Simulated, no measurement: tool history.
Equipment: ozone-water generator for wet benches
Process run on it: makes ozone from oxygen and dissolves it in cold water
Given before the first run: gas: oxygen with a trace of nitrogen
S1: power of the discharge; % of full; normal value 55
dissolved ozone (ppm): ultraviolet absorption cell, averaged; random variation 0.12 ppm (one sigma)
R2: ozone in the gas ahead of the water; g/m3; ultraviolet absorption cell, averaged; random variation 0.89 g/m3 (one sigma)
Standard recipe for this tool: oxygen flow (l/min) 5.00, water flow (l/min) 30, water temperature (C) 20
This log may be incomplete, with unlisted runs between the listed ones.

{"run": 1, "hour": 0.0, "S1": 55, "oxygen flow (l/min)": 5.0, "water flow (l/min)": 30, "water temperature (C)": 20, "dissolved ozone (ppm)": 10.9, "R2": 144.6}
{"run": 2, "hour": 27.0, "S1": 55, "oxygen flow (l/min)": 5.0, "water flow (l/min)": 30, "water temperature (C)": 20, "dissolved ozone (ppm)": 10.8, "R2": 143.3}
{"run": 3, "hour": 51.1, "S1": 55, "oxygen flow (l/min)": 8.22, "water flow (l/min)": 30, "water temperature (C)": 20, "dissolved ozone (ppm)": 12.1, "R2": 119.4}
{"run": 4, "hour": 68.1, "S1": 55, "oxygen flow (l/min)": 5.0, "water flow (l/min)": 30, "water temperature (C)": 16, "dissolved ozone (ppm)": 11.3, "R2": 142.5}
{"run": 5, "hour": 86.5, "S1": 55, "oxygen flow (l/min)": 5.0, "water flow (l/min)": 30, "water temperature (C)": 16, "dissolved ozone (ppm)": 11.2, "R2": 145.8}
{"run": 6, "hour": 106.7, "S1": 55, "oxygen flow (l/min)": 7.45, "water flow (l/min)": 30, "water temperature (C)": 20, "dissolved ozone (ppm)": 11.8, "R2": 122.4}
{"run": 7, "hour": 124.9, "S1": 55, "oxygen flow (l/min)": 7.45, "water flow (l/min)": 30, "water temperature (C)": 20, "dissolved ozone (ppm)": 11.8, "R2": 124.0}
{"run": 8, "hour": 143.6, "S1": 55, "oxygen flow (l/min)": 7.45, "water flow (l/min)": 30, "water temperature (C)": 20, "dissolved ozone (ppm)": 11.7, "R2": 123.6}
{"run": 9, "hour": 171.6, "S1": 51, "oxygen flow (l/min)": 5.0, "water flow (l/min)": 30, "water temperature (C)": 20, "dissolved ozone (ppm)": 10.0, "R2": 134.5}
{"run": 10, "hour": 195.8, "S1": 51, "oxygen flow (l/min)": 5.0, "water flow (l/min)": 30, "water temperature (C)": 20, "dissolved ozone (ppm)": 10.0, "R2": 136.2}
{"run": 11, "hour": 214.9, "S1": 55, "oxygen flow (l/min)": 5.0, "water flow (l/min)": 33, "water temperature (C)": 20, "dissolved ozone (ppm)": 10.0, "R2": 144.2}
{"run": 12, "hour": 246.3, "S1": 66, "oxygen flow (l/min)": 5.0, "water flow (l/min)": 33, "water temperature (C)": 20, "dissolved ozone (ppm)": 11.4, "R2": 167.4}
{"hour": 252.6, "done": "contactor cleaned"}
{"run": 13, "hour": 275.5, "S1": 66, "oxygen flow (l/min)": 5.0, "water flow (l/min)": 33, "water temperature (C)": 13, "dissolved ozone (ppm)": 11.9, "R2": 167.0}
{"run": 14, "hour": 302.1, "S1": 55, "oxygen flow (l/min)": 5.0, "water flow (l/min)": 30, "water temperature (C)": 20, "dissolved ozone (ppm)": 10.4, "R2": 143.7}
{"hour": 314.4, "done": "contactor cleaned, once more"}
{"run": 15, "hour": 319.2, "S1": 55, "oxygen flow (l/min)": 5.0, "water flow (l/min)": 30, "water temperature (C)": 20, "dissolved ozone (ppm)": 11.6, "R2": 142.9}
{"run": 16, "hour": 348.3, "S1": 55, "oxygen flow (l/min)": 5.0, "water flow (l/min)": 30, "water temperature (C)": 20, "dissolved ozone (ppm)": 11.4, "R2": 142.3}
{"run": 17, "hour": 368.3, "S1": 55, "oxygen flow (l/min)": 5.0, "water flow (l/min)": 29, "water temperature (C)": 28, "dissolved ozone (ppm)": 10.7, "R2": 143.8}
{"run": 18, "hour": 400.4, "S1": 55, "oxygen flow (l/min)": 5.0, "water flow (l/min)": 29, "water temperature (C)": 28, "dissolved ozone (ppm)": 10.5, "R2": 142.9}
{"run": 19, "hour": 414.7, "S1": 55, "oxygen flow (l/min)": 4.98, "water flow (l/min)": 30, "water temperature (C)": 20, "dissolved ozone (ppm)": 11.3, "R2": 142.8}
{"run": 20, "hour": 428.0, "S1": 69, "oxygen flow (l/min)": 6.39, "water flow (l/min)": 30, "water temperature (C)": 17, "dissolved ozone (ppm)": 15.1, "R2": 156.1}
{"run": 21, "hour": 445.2, "S1": 69, "oxygen flow (l/min)": 6.39, "water flow (l/min)": 30, "water temperature (C)": 17, "dissolved ozone (ppm)": 15.4, "R2": 155.5}
{"run": 22, "hour": 474.4, "S1": 55, "oxygen flow (l/min)": 3.73, "water flow (l/min)": 22, "water temperature (C)": 20, "dissolved ozone (ppm)": 13.9, "R2": 158.9}
{"run": 23, "hour": 496.3, "S1": 55, "oxygen flow (l/min)": 3.73, "water flow (l/min)": 22, "water temperature (C)": 20, "dissolved ozone (ppm)": 13.9, "R2": 159.0}
{"run": 24, "hour": 518.4, "S1": 55, "oxygen flow (l/min)": 3.75, "water flow (l/min)": 30, "water temperature (C)": 20, "dissolved ozone (ppm)": 10.5, "R2": 156.8}
{"run": 25, "hour": 536.3, "S1": 57, "oxygen flow (l/min)": 3.77, "water flow (l/min)": 34, "water temperature (C)": 17, "dissolved ozone (ppm)": 10.0, "R2": 163.2}
{"run": 26, "hour": 559.2, "S1": 71, "oxygen flow (l/min)": 3.77, "water flow (l/min)": 34, "water temperature (C)": 23, "dissolved ozone (ppm)": 11.1, "R2": 194.3}
{"run": 27, "hour": 584.3, "S1": 71, "oxygen flow (l/min)": 3.77, "water flow (l/min)": 34, "water temperature (C)": 23, "dissolved ozone (ppm)": 10.9, "R2": 194.0}
{"run": 28, "hour": 603.0, "S1": 55, "oxygen flow (l/min)": 5.0, "water flow (l/min)": 41, "water temperature (C)": 14, "dissolved ozone (ppm)": 8.9, "R2": 143.1}
{"run": 29, "hour": 624.3, "S1": 55, "oxygen flow (l/min)": 5.0, "water flow (l/min)": 42, "water temperature (C)": 20, "dissolved ozone (ppm)": 8.0, "R2": 142.1}
{"run": 30, "hour": 646.9, "S1": 55, "oxygen flow (l/min)": 5.0, "water flow (l/min)": 26, "water temperature (C)": 13, "dissolved ozone (ppm)": 13.9, "R2": 140.6}
{"run": 31, "hour": 666.2, "S1": 55, "oxygen flow (l/min)": 5.0, "water flow (l/min)": 26, "water temperature (C)": 13, "dissolved ozone (ppm)": 13.9, "R2": 141.8}
{"run": 32, "hour": 690.8, "S1": 55, "oxygen flow (l/min)": 5.0, "water flow (l/min)": 26, "water temperature (C)": 13, "dissolved ozone (ppm)": 13.9, "R2": 140.7}

Measured less the same run without the tool's hidden state. The same run-to-run variation is in both; the gauge's scatter may not be:
Unlogged tool condition in this case: yield of the discharge, % of new electrodes'; contactor's efficiency, % of a clean one's; true water temperature over the reading, C; drift of the gauge itself on ozone_ppm, %; drift of the gauge itself on gas_g_m3, %.
run=1 dissolved_ozone_(ppm)=-0.9 R2=-2.3
run=2 dissolved_ozone_(ppm)=-0.9 R2=-2.4
run=3 dissolved_ozone_(ppm)=-1.0 R2=-2.0
run=4 dissolved_ozone_(ppm)=-1.0 R2=-2.5
run=5 dissolved_ozone_(ppm)=-1.0 R2=-2.6
run=6 dissolved_ozone_(ppm)=-1.1 R2=-2.3
run=7 dissolved_ozone_(ppm)=-1.1 R2=-2.3
run=8 dissolved_ozone_(ppm)=-1.0 R2=-2.4
run=9 dissolved_ozone_(ppm)=-1.0 R2=-2.5
run=10 dissolved_ozone_(ppm)=-1.0 R2=-2.5
run=11 dissolved_ozone_(ppm)=-1.0 R2=-2.9
run=12 dissolved_ozone_(ppm)=-1.1 R2=-4.2
run=13 dissolved_ozone_(ppm)=-1.4 R2=-4.3
run=14 dissolved_ozone_(ppm)=-1.2 R2=-3.2
run=15 dissolved_ozone_(ppm)=-0.4 R2=-3.2
run=16 dissolved_ozone_(ppm)=-0.3 R2=-3.3
run=17 dissolved_ozone_(ppm)=-0.3 R2=-3.4
run=18 dissolved_ozone_(ppm)=-0.3 R2=-3.5
run=19 dissolved_ozone_(ppm)=-0.3 R2=-3.5
run=20 dissolved_ozone_(ppm)=-0.6 R2=-4.8
run=21 dissolved_ozone_(ppm)=-0.6 R2=-4.9
run=22 dissolved_ozone_(ppm)=-0.5 R2=-4.1
run=23 dissolved_ozone_(ppm)=-0.5 R2=-4.2
run=24 dissolved_ozone_(ppm)=-0.4 R2=-4.2
run=25 dissolved_ozone_(ppm)=-0.3 R2=-4.6
run=26 dissolved_ozone_(ppm)=-0.5 R2=-6.8
run=27 dissolved_ozone_(ppm)=-0.5 R2=-6.9
run=28 dissolved_ozone_(ppm)=-0.4 R2=-4.0
run=29 dissolved_ozone_(ppm)=-0.3 R2=-4.1
run=30 dissolved_ozone_(ppm)=-0.6 R2=-4.1
run=31 dissolved_ozone_(ppm)=-0.6 R2=-4.3
run=32 dissolved_ozone_(ppm)=-0.6 R2=-4.3
